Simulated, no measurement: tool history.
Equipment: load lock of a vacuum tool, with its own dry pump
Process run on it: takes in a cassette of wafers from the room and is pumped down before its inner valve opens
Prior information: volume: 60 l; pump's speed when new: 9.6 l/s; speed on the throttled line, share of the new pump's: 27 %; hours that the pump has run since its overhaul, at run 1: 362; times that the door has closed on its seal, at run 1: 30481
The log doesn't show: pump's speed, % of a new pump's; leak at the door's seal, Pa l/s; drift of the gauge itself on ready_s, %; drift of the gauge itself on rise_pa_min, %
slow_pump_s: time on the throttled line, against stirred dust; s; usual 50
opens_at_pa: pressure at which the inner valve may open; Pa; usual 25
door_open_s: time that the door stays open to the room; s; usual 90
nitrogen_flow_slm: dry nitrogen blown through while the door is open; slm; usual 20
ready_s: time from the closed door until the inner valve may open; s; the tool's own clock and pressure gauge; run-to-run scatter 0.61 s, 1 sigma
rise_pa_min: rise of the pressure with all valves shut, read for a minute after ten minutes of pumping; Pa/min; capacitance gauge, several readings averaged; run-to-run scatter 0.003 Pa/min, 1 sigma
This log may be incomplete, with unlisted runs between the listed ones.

run     hour  slow_pump_s  opens_at_pa  door_open_s  nitrogen_flow_slm  hours that the pump has run since its overhaul  times that the door has closed on its seal  incoming humidity of the room's air, %  ready_s  rise_pa_min
  1        0           50           25           90                 20                                             362                                       30481                                    46.9     88.1        0.253
  2    432.5           50           25           90                 20                                             795                                       31046                                    43.4     88.3        0.252
  3    757.5           50           25           90                 20                                            1120                                       31472                                    45.9     87.9        0.255
  4   1487.3           50           25           51                 20                                            1850                                       32426                                    44.7       89        0.266
  5   1857.6           50           25           51                 20                                            2220                                       32911                                    44.1     88.2        0.258
  6   2422.6           50           25           51                 20                                            2785                                       33650                                    44.1     89.1        0.268
  7   2759.8           50           25           51                 20                                            3122                                       34091                                    46.9     88.7        0.277
  8   3415.2           50           49           90                 20                                            3778                                       34949                                    44.5     84.6        0.289
  9   3710.1           50           25           90                 20                                            4072                                       35335                                      44     88.3        0.294
 10   4074.1           50           25           90                 20                                            4437                                       35811                                    41.2     88.5        0.307
 11   4703.1           50           25           90                 20                                            5066                                       36634                                      47     89.4        0.316
 12   5371.4           50           46           90                 20                                            5734                                       37508                                    42.1     85.5        0.323
 13   5902.9           50           48           90                 20                                            6265                                       38204                                    47.2     86.2        0.332
 14   6602.6           50           25           90                 20                                            6965                                       39119                                    48.5     89.6        0.345
 15   7197.5           50           25           90                 20                                            7560                                       39897                                    42.8     90.5        0.344
 16     7757           50           25           90                 20                                            8119                                       40629                                    43.5     91.1        0.369
 17   8241.9           50           25           90                 20                                            8604                                       41264                                    41.1     91.6        0.374
 18   8786.3           50           25           90                 20                                            9149                                       41976                                    43.3     90.8        0.385
 19   9102.2           50           25           90                 20                                            9465                                       42389                                    43.9     92.5        0.381
 20   9694.1           50           25           57                 20                                           10057                                       43164                                    45.6     92.7        0.391
 21  10003.1           48           21           37                  4                                           10365                                       43568                                    47.6     91.3        0.396

Run 22, settings as shown, results not yet in. Your forecast:
 22  10457.2           55           29          125                  5                                           10820                                       44162                                    45.2        ?            ?

Run 22 measured ready_s 94.9 s, rise_pa_min 0.433 Pa/min.
On a tool with no hidden condition, and with the same random variation, this run would have come out at ready_s 91.6 s, rise_pa_min 0.079 Pa/min.
